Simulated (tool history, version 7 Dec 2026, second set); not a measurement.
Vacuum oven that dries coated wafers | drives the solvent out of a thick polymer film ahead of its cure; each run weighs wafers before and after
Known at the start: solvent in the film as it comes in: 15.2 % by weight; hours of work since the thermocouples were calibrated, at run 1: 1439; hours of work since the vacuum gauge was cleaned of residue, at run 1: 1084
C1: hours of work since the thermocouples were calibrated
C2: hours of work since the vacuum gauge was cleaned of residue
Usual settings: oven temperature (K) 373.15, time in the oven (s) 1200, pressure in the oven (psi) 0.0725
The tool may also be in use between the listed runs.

Run 1, day 0.000: usual settings; C1 1439; C2 1084. Result: solvent left in the film (%) 1.62.
Run 2, day 2.825: usual settings; C1 1487; C2 1132. Result: solvent left in the film (%) 1.78.
Run 3, day 4.121: usual settings but pressure in the oven (psi) 0.1513; C1 1509; C2 1154. Result: solvent left in the film (%) 2.06.
Run 4, day 6.971: usual settings but pressure in the oven (psi) 0.1513; C1 1557; C2 1203. Result: solvent left in the film (%) 2.13.
At day 7.962: oven's thermocouples calibrated.
Run 5, day 9.854: usual settings but pressure in the oven (psi) 0.0480; C1 32; C2 1250. Result: solvent left in the film (%) 1.18.
Run 6, day 12.812: usual settings; C1 82; C2 1300. Result: solvent left in the film (%) 1.29.
Run 7, day 14.833: usual settings but oven temperature (K) 377.15; C1 116; C2 1334. Result: solvent left in the film (%) 1.04.
Run 8, day 16.179: usual settings but time in the oven (s) 1080; C1 139; C2 1357. Result: solvent left in the film (%) 1.70.
Run 9, day 19.167: usual settings but oven temperature (K) 387.15; C1 190; C2 1408. Result: solvent left in the film (%) 0.53.
Run 10, day 20.796: usual settings but pressure in the oven (psi) 0.0445; C1 218; C2 1436. Result: solvent left in the film (%) 1.25.
Run 11, day 23.200: usual settings but pressure in the oven (psi) 0.0545; C1 258; C2 1476. Result: solvent left in the film (%) 1.44.
Run 12, day 26.154: usual settings; C1 308; C2 1526. Result: solvent left in the film (%) 1.43.
Run 13, day 28.617: usual settings but oven temperature (K) 369.15; C1 350; C2 1568. Result: solvent left in the film (%) 2.12.
Run 14, day 30.521: usual settings but oven temperature (K) 369.15; C1 382; C2 1600. Result: solvent left in the film (%) 2.14.
Run 15, day 33.617: usual settings but time in the oven (s) 960; C1 435; C2 1653. Result: solvent left in the film (%) 2.06.
Run 16, day 35.421: usual settings; C1 465; C2 1683. Result: solvent left in the film (%) 1.48.
Run 17, day 37.250: usual settings; C1 496; C2 1714. Result: solvent left in the film (%) 1.64.
Run 18, day 39.704: usual settings but pressure in the oven (psi) 0.0754; C1 538; C2 1756. Result: solvent left in the film (%) 1.57.
Run 19, day 42.179: usual settings but oven temperature (K) 360.15; C1 580; C2 1798. Result: solvent left in the film (%) 3.92.
Run 20, day 44.983: usual settings but oven temperature (K) 363.15; C1 627; C2 1845. Result: solvent left in the film (%) 3.46.
Run 21, day 47.954: usual settings but oven temperature (K) 363.15; C1 678; C2 1896. Result: solvent left in the film (%) 3.37.
Run 22, day 50.317: usual settings but time in the oven (s) 1440; C1 718; C2 1936. Result: solvent left in the film (%) 1.36.
At day 50.933: vacuum gauge cleaned of residue and calibrated.
Run 23, day 52.254: usual settings but time in the oven (s) 1440; C1 750; C2 22. Result: solvent left in the film (%) 0.87.
Run 24, day 55.225: usual settings but time in the oven (s) 1440; C1 800; C2 73. Result: solvent left in the film (%) 0.86.
Run 25, day 56.762: usual settings but time in the oven (s) 1440; C1 826; C2 99. Result: solvent left in the film (%) 1.04.
Run 26, day 58.500: usual settings but time in the oven (s) 1440; C1 856; C2 128. Result: solvent left in the film (%) 0.84.
Run 27, day 60.796: usual settings but oven temperature (K) 382.15, time in the oven (s) 1440; C1 894; C2 167. Result: solvent left in the film (%) 0.46.
Run 28, day 63.104: usual settings but oven temperature (K) 380.15, time in the oven (s) 1440; C1 934; C2 206. Result: solvent left in the film (%) 0.54.
Run 29, day 65.433: usual settings but oven temperature (K) 383.15, time in the oven (s) 780; C1 973; C2 246. Result: solvent left in the film (%) 1.08.
Run 30, day 67.179: usual settings but oven temperature (K) 365.15, time in the oven (s) 780, pressure in the oven (psi) 0.0876; C1 1003; C2 275. Result: solvent left in the film (%) 4.35.
Run 31, day 69.179: usual settings but oven temperature (K) 379.15, time in the oven (s) 600, pressure in the oven (psi) 0.0975; C1 1037; C2 309. Result: solvent left in the film (%) 2.65.
Run 32, day 70.742: usual settings but time in the oven (s) 1680, pressure in the oven (psi) 0.1585; C1 1063; C2 336. Result: solvent left in the film (%) 1.23.
Run 33, day 73.708: usual settings but oven temperature (K) 362.15, time in the oven (s) 1140, pressure in the oven (psi) 0.0943; C1 1113; C2 386. Result: solvent left in the film (%) 3.62.
Run 34, day 75.938: usual settings but oven temperature (K) 362.15, time in the oven (s) 840, pressure in the oven (psi) 0.0625; C1 1151; C2 424. Result: solvent left in the film (%) 4.68.
Run 35, day 77.929: usual settings but oven temperature (K) 362.15, time in the oven (s) 840, pressure in the oven (psi) 0.0625; C1 1185; C2 458. Result: solvent left in the film (%) 4.62.
Run 36, day 80.708: usual settings but oven temperature (K) 376.15, time in the oven (s) 600, pressure in the oven (psi) 0.0370; C1 1232; C2 505. Result: solvent left in the film (%) 3.05.
Run 37, day 83.517: usual settings but oven temperature (K) 374.15, time in the oven (s) 1440, pressure in the oven (psi) 0.2006; C1 1280; C2 552. Result: solvent left in the film (%) 1.74.
Run 38, day 86.412: usual settings but oven temperature (K) 376.15, time in the oven (s) 1800, pressure in the oven (psi) 0.2524; C1 1329; C2 601. Result: solvent left in the film (%) 1.53.
Run 39, day 88.883: usual settings but oven temperature (K) 376.15, time in the oven (s) 1800, pressure in the oven (psi) 0.2524; C1 1371; C2 643. Result: solvent left in the film (%) 1.49.
Run 40, day 91.821: usual settings but oven temperature (K) 376.15, time in the oven (s) 1800, pressure in the oven (psi) 0.2524; C1 1420; C2 693. Result: solvent left in the film (%) 1.58.
Run 41, day 94.300: usual settings but time in the oven (s) 1980, pressure in the oven (psi) 0.0400; C1 1462; C2 735. Result: solvent left in the film (%) 0.70.
Run 42, day 96.533: usual settings but oven temperature (K) 368.15, pressure in the oven (psi) 0.1333; C1 1500; C2 773. Result: solvent left in the film (%) 2.75.
Run 43, day 97.904: usual settings but oven temperature (K) 368.15, pressure in the oven (psi) 0.1333; C1 1523; C2 796. Result: solvent left in the film (%) 2.72.
At day 100.892: oven's thermocouples calibrated.
Run 44, day 100.892: usual settings but oven temperature (K) 369.15, time in the oven (s) 1500, pressure in the oven (psi) 0.1178; C1 0; C2 845. Result: solvent left in the film (%) 1.49.
Run 45, day 102.783: usual settings but time in the oven (s) 1380; C1 32; C2 877. Result: solvent left in the film (%) 1.04.
Run 46, day 104.629: usual settings but oven temperature (K) 366.15, time in the oven (s) 1560, pressure in the oven (psi) 0.1268; C1 63; C2 909. Result: solvent left in the film (%) 1.83.
Run 47, day 107.096: usual settings but oven temperature (K) 387.15, pressure in the oven (psi) 0.2138; C1 105; C2 951. Result: solvent left in the film (%) 0.90.

Hidden state at the last listed run before each entry between runs and at the first one after, where it differs:
Between runs 4 and 5: oven's thermocouples calibrated (day 7.962)
  true wafer temperature over the reading, C: -3.5 -> -0.17; true pressure over the reading, kPa: 0.463 -> 0.482
  measured less the result without the state, solvent left in the film (%): +0.78 -> +0.36
Between runs 22 and 23: vacuum gauge cleaned of residue and calibrated (day 50.933)
  true wafer temperature over the reading, C: -1.75 -> -1.84; true pressure over the reading, kPa: 0.747 -> 0
  measured less the result without the state, solvent left in the film (%): +0.69 -> +0.13
Between runs 43 and 44: oven's thermocouples calibrated (day 100.892)
  true wafer temperature over the reading, C: -3.63 -> 0.21; true pressure over the reading, kPa: 0.301 -> 0.322
  measured less the result without the state, solvent left in the film (%): +0.87 -> +0.24
